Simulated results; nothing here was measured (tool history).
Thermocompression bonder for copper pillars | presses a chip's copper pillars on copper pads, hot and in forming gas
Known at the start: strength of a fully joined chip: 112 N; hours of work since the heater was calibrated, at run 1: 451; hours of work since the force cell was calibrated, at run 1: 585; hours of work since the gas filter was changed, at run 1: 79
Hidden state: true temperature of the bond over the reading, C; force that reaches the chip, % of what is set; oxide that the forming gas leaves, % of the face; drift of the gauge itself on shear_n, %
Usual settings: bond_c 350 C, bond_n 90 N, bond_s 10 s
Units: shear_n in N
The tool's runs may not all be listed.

run,hour,bond_c,bond_n,bond_s,hours of work since the heater was calibrated,hours of work since the force cell was calibrated,hours of work since the gas filter was changed,shear_n
1,0.0,350,90,10,451,585,79,60.7
2,12.9,350,90,10,459,593,87,60.7
3,30.0,350,90,10,470,603,97,60.3
4,56.2,350,90,10,486,620,114,60.9
# hour 62.5: forming gas filter changed
5,69.5,350,90,10,494,628,4,61.0
6,88.6,350,90,20,506,639,16,74.9
7,109.4,350,90,20,519,652,29,75.3
8,123.2,350,90,20,528,661,38,75.5
9,147.1,350,86,10,542,676,53,58.6
10,170.6,350,90,7,557,690,67,54.3
11,197.5,350,90,7,574,707,84,54.1
12,216.8,350,90,10,586,719,96,61.6
13,230.0,350,90,14,594,727,104,68.1
14,243.7,350,90,14,602,736,112,68.0
# hour 251.6: forming gas filter changed
15,270.9,350,90,14,619,752,12,68.5
16,286.4,350,90,14,629,762,22,68.1
17,310.0,350,90,14,643,776,36,68.6
18,329.8,350,128,10,655,789,49,80.8
19,350.8,356,90,10,668,802,62,64.5
20,366.7,328,90,6,678,812,71,44.0
21,381.1,360,79,21,687,821,80,73.6
22,406.3,360,79,21,703,836,96,74.1
23,426.1,360,79,21,715,848,108,74.5
# hour 441.6: forming gas filter changed
24,441.6,359,82,24,725,858,0,79.1
25,456.4,346,90,7,734,867,9,53.7
26,476.0,356,99,7,746,879,21,62.4
# hour 487.1: gauge calibrated
27,499.2,356,99,7,760,894,36,61.4
28,525.1,347,99,7,776,910,52,57.8
29,541.1,371,99,7,786,919,62,66.3
30,560.1,330,90,19,798,931,74,66.1
31,574.6,340,65,19,807,940,83,52.9
32,597.7,376,88,10,821,955,97,69.1
33,623.5,345,62,7,837,971,113,35.8
# hour 630.6: forming gas filter changed
34,642.3,336,79,7,849,982,7,43.0
35,662.3,332,78,22,861,994,20,62.4
36,682.1,344,90,9,873,1007,32,57.0
37,706.1,344,66,6,888,1022,47,35.6

Some steps in shear_n between neighbouring runs. How much of each would the tool show without its hidden state too (settings, what came in, random variation), and how much is left for the hidden state, with any gauge scatter that isn't in both results?
Run 20 -> 21: bond_c 328 -> 360, bond_n 90 -> 79, bond_s 6 -> 21. shear_n +29.6 N: hidden state +0.6, all else +29.0.
Run 24 -> 25: bond_c 359 -> 346, bond_n 82 -> 90, bond_s 24 -> 7. shear_n -25.4 N: hidden state -0.5, all else -24.9.
Run 26 -> 27: gauge calibrated. shear_n -1.0 N: hidden state -1.5, all else +0.5.
Run 32 -> 33: bond_c 376 -> 345, bond_n 88 -> 62, bond_s 10 -> 7. shear_n -33.3 N: hidden state -0.1, all else -33.2.
